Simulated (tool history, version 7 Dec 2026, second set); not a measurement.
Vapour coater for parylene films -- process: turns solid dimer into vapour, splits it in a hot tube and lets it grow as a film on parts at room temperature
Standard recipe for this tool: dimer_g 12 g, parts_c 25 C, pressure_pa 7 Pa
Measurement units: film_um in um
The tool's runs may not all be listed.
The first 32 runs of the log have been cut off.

run 33 hour=1372.2 | dimer_g=17 parts_c=20 pressure_pa=10.57 | film_um=2.62
run 34 hour=1404.5 | dimer_g=12 parts_c=22 pressure_pa=5.64 | film_um=1.9
run 35 hour=1437.4 | dimer_g=16 parts_c=20 pressure_pa=8.91 | film_um=2.54
run 36 hour=1477.6 | dimer_g=11 parts_c=21 pressure_pa=2.93 | film_um=2.08
run 37 hour=1523 | dimer_g=11 parts_c=22 pressure_pa=9.9 | film_um=1.54
run 38 hour=1573.8 | dimer_g=6 parts_c=25 pressure_pa=7 | film_um=0.79
run 39 hour=1618.5 | dimer_g=6 parts_c=25 pressure_pa=7 | film_um=0.8
-- hour=1675.1 trap's valve overhauled
run 40 hour=1675.1 | dimer_g=6 parts_c=25 pressure_pa=7 | film_um=0.84
run 41 hour=1707.2 | dimer_g=6 parts_c=25 pressure_pa=7 | film_um=0.83
run 42 hour=1754 | dimer_g=6 parts_c=25 pressure_pa=7 | film_um=0.84
run 43 hour=1792.8 | dimer_g=6 parts_c=29 pressure_pa=5.19 | film_um=0.75
run 44 hour=1842.9 | dimer_g=13 parts_c=25 pressure_pa=3.94 | film_um=2
run 45 hour=1887.3 | dimer_g=7 parts_c=25 pressure_pa=9.15 | film_um=0.92
run 46 hour=1940.6 | dimer_g=10 parts_c=22 pressure_pa=7.45 | film_um=1.54

Branching from run 46: 5 alternative next runs. What would each branch give?
run A hour=1996.6 | dimer_g=11 parts_c=37 pressure_pa=2.09 | film_um=?
run B hour=1996.6 | dimer_g=10 parts_c=22 pressure_pa=4.73 | film_um=?
run C hour=1996.6 | dimer_g=6 parts_c=20 pressure_pa=7 | film_um=?
run D hour=1996.6 | dimer_g=17 parts_c=26 pressure_pa=5.16 | film_um=?
run E hour=1996.6 | dimer_g=12 parts_c=25 pressure_pa=3.89 | film_um=?

run=A film_um=1.15
run=B film_um=1.66
run=C film_um=0.98
run=D film_um=2.35
run=E film_um=1.84
Without the tool's unlogged condition, the same runs would have read:
run=A film_um=1.17
run=B film_um=1.7
run=C film_um=1
run=D film_um=2.4
run=E film_um=1.88

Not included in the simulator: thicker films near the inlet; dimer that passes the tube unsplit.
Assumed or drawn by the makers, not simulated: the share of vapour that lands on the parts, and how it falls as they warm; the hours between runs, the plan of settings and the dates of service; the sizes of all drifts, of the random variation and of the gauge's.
